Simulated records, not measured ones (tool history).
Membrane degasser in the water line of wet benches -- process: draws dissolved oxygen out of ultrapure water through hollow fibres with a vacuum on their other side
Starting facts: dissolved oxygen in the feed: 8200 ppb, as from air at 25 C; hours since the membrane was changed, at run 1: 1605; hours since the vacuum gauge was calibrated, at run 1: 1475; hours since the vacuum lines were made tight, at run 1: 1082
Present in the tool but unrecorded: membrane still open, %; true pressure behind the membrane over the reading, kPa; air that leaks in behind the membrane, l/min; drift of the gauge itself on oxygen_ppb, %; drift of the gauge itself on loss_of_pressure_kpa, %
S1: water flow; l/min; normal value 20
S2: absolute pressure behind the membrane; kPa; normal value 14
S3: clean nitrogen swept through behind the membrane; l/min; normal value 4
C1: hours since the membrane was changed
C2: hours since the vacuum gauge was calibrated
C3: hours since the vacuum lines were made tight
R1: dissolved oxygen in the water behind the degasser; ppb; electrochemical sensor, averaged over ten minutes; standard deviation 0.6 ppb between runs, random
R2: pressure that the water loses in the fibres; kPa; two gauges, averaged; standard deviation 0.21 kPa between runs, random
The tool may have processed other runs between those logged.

| run | hour | S1 | S2 | S3 | C1 | C2 | C3 | R1 | R2 |
|---|---|---|---|---|---|---|---|---|---|
| 1 | 0 | 20 | 14 | 4 | 1605 | 1475 | 1082 | 136.9 | 47.38 |
| 2 | 43.6 | 20 | 14 | 4 | 1649 | 1518 | 1126 | 136.4 | 47.63 |
| 3 | 63.4 | 20 | 14 | 4 | 1669 | 1538 | 1146 | 137.4 | 48.01 |
| 4 | 96.5 | 20 | 14 | 4 | 1702 | 1571 | 1179 | 138.6 | 48.06 |
| 5 | 116.1 | 20 | 14 | 4 | 1721 | 1591 | 1198 | 138.7 | 47.69 |
| 6 | 141.2 | 20 | 14 | 4 | 1747 | 1616 | 1224 | 138.1 | 48.21 |
| 7 | 187.3 | 20 | 14 | 4 | 1793 | 1662 | 1270 | 138.1 | 48.04 |
| 8 | 221.4 | 15 | 14 | 4 | 1827 | 1696 | 1304 | 101.9 | 35.94 |
| 9 | 257.4 | 15 | 14 | 4 | 1863 | 1732 | 1340 | 102 | 36.11 |
| 10 | 283.6 | 15 | 14 | 4 | 1889 | 1758 | 1366 | 102.7 | 35.95 |
| 11 | 314 | 15 | 14 | 4 | 1919 | 1789 | 1396 | 102.4 | 36.22 |
| 12 | 336.1 | 15 | 14 | 4 | 1942 | 1811 | 1419 | 102.5 | 36.36 |
| 13 | 382.9 | 20 | 9.9 | 4 | 1988 | 1858 | 1465 | 88.5 | 48.04 |
| 14 | 413.2 | 22 | 19 | 2.13 | 2019 | 1888 | 1496 | 382.9 | 53.18 |
| 15 | 438.2 | 27 | 14 | 4 | 2044 | 1913 | 1521 | 193.2 | 65.15 |
| 16 | 482.8 | 28 | 14 | 8.47 | 2088 | 1958 | 1565 | 112.3 | 67.61 |
| 17 | 502.8 | 27 | 31.1 | 5.32 | 2108 | 1978 | 1585 | 355.1 | 65.49 |
| 18 | 525 | 20 | 21.5 | 4 | 2130 | 2000 | 1607 | 227.4 | 48.1 |
| 19 | 568 | 16 | 20.4 | 2.2 | 2173 | 2043 | 1650 | 298.5 | 38.44 |
| 20 | 597.9 | 16 | 20.4 | 2.2 | 2203 | 2073 | 1680 | 296.2 | 38.71 |
| 21 | 630.4 | 16 | 20.4 | 2.2 | 2236 | 2105 | 1713 | 298.7 | 38.51 |
| 22 | 673.4 | 20 | 23.3 | 7.77 | 2279 | 2148 | 1756 | 132.8 | 48.56 |

Here are 5 independent what-if runs from the current tool condition. What would each one return?
| A | 716.9 | 20 | 31.6 | 7.77 | 2322 | 2192 | 1799 | ? | ? |
| B | 716.9 | 20 | 10.3 | 2.39 | 2322 | 2192 | 1799 | ? | ? |
| C | 716.9 | 19 | 15.6 | 7.77 | 2322 | 2192 | 1799 | ? | ? |
| D | 716.9 | 17 | 23.3 | 7.77 | 2322 | 2192 | 1799 | ? | ? |
| E | 716.9 | 13 | 31.2 | 4.07 | 2322 | 2192 | 1799 | ? | ? |

| run | R1 | R2 |
|---|---|---|
| A | 185.7 | 48.76 |
| B | 151.4 | 48.37 |
| C | 80.6 | 46.27 |
| D | 112.8 | 40.92 |
| E | 220.9 | 31.24 |
The same runs, with their run-to-run variation unchanged, on a tool lacking any hidden condition would have given:
| run | R1 | R2 |
|---|---|---|
| A | 181.8 | 47.42 |
| B | 144.5 | 47.03 |
| C | 77.7 | 45 |
| D | 109.9 | 39.79 |
| E | 216.3 | 30.38 |

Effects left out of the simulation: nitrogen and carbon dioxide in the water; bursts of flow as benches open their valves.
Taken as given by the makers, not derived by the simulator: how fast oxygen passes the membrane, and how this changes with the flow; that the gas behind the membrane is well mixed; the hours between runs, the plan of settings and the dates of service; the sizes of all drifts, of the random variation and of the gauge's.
